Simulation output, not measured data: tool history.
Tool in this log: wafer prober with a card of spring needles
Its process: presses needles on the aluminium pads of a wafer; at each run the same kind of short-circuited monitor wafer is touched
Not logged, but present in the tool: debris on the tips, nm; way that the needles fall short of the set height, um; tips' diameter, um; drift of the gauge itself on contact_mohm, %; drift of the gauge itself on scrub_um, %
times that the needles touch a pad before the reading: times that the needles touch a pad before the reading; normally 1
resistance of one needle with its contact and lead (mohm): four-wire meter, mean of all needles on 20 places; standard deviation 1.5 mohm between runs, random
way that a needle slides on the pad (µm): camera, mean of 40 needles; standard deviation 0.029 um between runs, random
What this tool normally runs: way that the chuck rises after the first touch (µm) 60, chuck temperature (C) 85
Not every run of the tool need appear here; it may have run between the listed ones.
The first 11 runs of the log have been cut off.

run   hour  way that the chuck rises after the first touch (µm)  chuck temperature (C)  times that the needles touch a pad before the reading  touches since the tips were cleaned  cleanings since the card got new needles  touches since the first contact's height was set  resistance of one needle with its contact and lead (mohm)  way that a needle slides on the pad (µm)
     257.2  -- tips cleaned on abrasive film
 12  269.1                                                   60                     85                                                      1                                 2359                                        42                                            124533                                                        145                                      7.45
     292.2  -- tips cleaned on abrasive film
 13  299.1                                                   60                     85                                                      1                                 1367                                        43                                            130471                                                        142                                      7.45
     327.5  -- tips cleaned on abrasive film
 14  330.4                                                   60                     85                                                      1                                  578                                        44                                            136663                                                        144                                      7.42
 15    344                                                   60                     85                                                      1                                 3281                                        44                                            139366                                                        144                                      7.47
     362.3  -- tips cleaned on abrasive film
 16  362.3                                                   60                     62                                                      1                                    0                                        45                                            142990                                                        139                                      7.46
 17  394.9                                                   60                     62                                                      1                                 6471                                        45                                            149461                                                        138                                      7.49
     397.9  -- tips cleaned on abrasive film
 18  415.1                                                   43                     81                                                      1                                 3407                                        46                                            153442                                                        154                                      5.31
     434.8  -- tips cleaned on abrasive film
 19  438.6                                                   43                     81                                                      1                                  748                                        47                                            158089                                                        152                                      5.35
 20  463.3                                                   68                     36                                                      1                                 5661                                        47                                            163002                                                        134                                      8.43
     470.8  -- tips cleaned on abrasive film
 21  493.9                                                   60                     93                                                      1                                 4590                                        48                                            169061                                                        144                                      7.41
     506.7  -- tips cleaned on abrasive film
 22  508.8                                                   60                     93                                                      1                                  398                                        49                                            171983                                                        144                                      7.46
 23  522.9                                                   60                     37                                                      1                                 3201                                        49                                            174786                                                        136                                      7.48
     542.9  -- tips cleaned on abrasive film
 24  549.4                                                   60                     33                                                      3                                 1289                                        50                                            180027                                                        135                                      7.44
 25  566.6                                                   52                     87                                                      1                                 4705                                        50                                            183443                                                        151                                      6.44
     578.1  -- tips cleaned on abrasive film
     583.1  -- height of the first contact set anew
 26  589.6                                                   60                     40                                                      3                                 2218                                        51                                              1290                                                        137                                      7.43
 27  610.5                                                   60                     38                                                      3                                 6364                                        51                                              5436                                                        132                                      7.48
     613.4  -- tips cleaned on abrasive film
 28  636.3                                                   60                     98                                                      1                                 4563                                        52                                             10549                                                        143                                      7.48
     648.5  -- tips cleaned on abrasive film
 29    669                                                   60                     98                                                      1                                 4080                                        53                                             17017                                                        146                                      7.43
     683.7  -- tips cleaned on abrasive film
 30  692.8                                                   55                     73                                                      3                                 1791                                        54                                             21714                                                        144                                      6.86
     718.7  -- tips cleaned on abrasive film
 31  718.7                                                   46                     31                                                      1                                    0                                        55                                             26847                                                        143                                      5.66
 32  733.9                                                   46                     31                                                      1                                 3016                                        55                                             29863                                                        142                                      5.71
       755  -- tips cleaned on abrasive film
 33  765.1                                                   56                     31                                                      2                                 1994                                        56                                             36034                                                        136                                      6.94

Alternative continuations, all from the tool just after run 33; predict every row:
     790.4  -- tips cleaned on abrasive film
  A  790.4                                                   69                    123                                                      1                                    0                                        57                                             41038                                                          ?                                         ?
     790.4  -- tips cleaned on abrasive film
  B  790.4                                                   51                     78                                                      1                                    0                                        57                                             41038                                                          ?                                         ?
     790.4  -- tips cleaned on abrasive film
  C  790.4                                                   57                     85                                                      1                                    0                                        57                                             41038                                                          ?                                         ?
     790.4  -- tips cleaned on abrasive film
  D  790.4                                                   60                     91                                                      1                                    0                                        57                                             41038                                                          ?                                         ?

run  resistance of one needle with its contact and lead (mohm)  way that a needle slides on the pad (µm)
  A                                                        148                                      8.54
  B                                                        149                                      6.28
  C                                                        145                                      7.02
  D                                                        144                                      7.44
Without the tool's unlogged condition, the same runs would have read:
run  resistance of one needle with its contact and lead (mohm)  way that a needle slides on the pad (µm)
  A                                                        148                                      8.54
  B                                                        149                                      6.28
  C                                                        145                                      7.02
  D                                                        144                                      7.44

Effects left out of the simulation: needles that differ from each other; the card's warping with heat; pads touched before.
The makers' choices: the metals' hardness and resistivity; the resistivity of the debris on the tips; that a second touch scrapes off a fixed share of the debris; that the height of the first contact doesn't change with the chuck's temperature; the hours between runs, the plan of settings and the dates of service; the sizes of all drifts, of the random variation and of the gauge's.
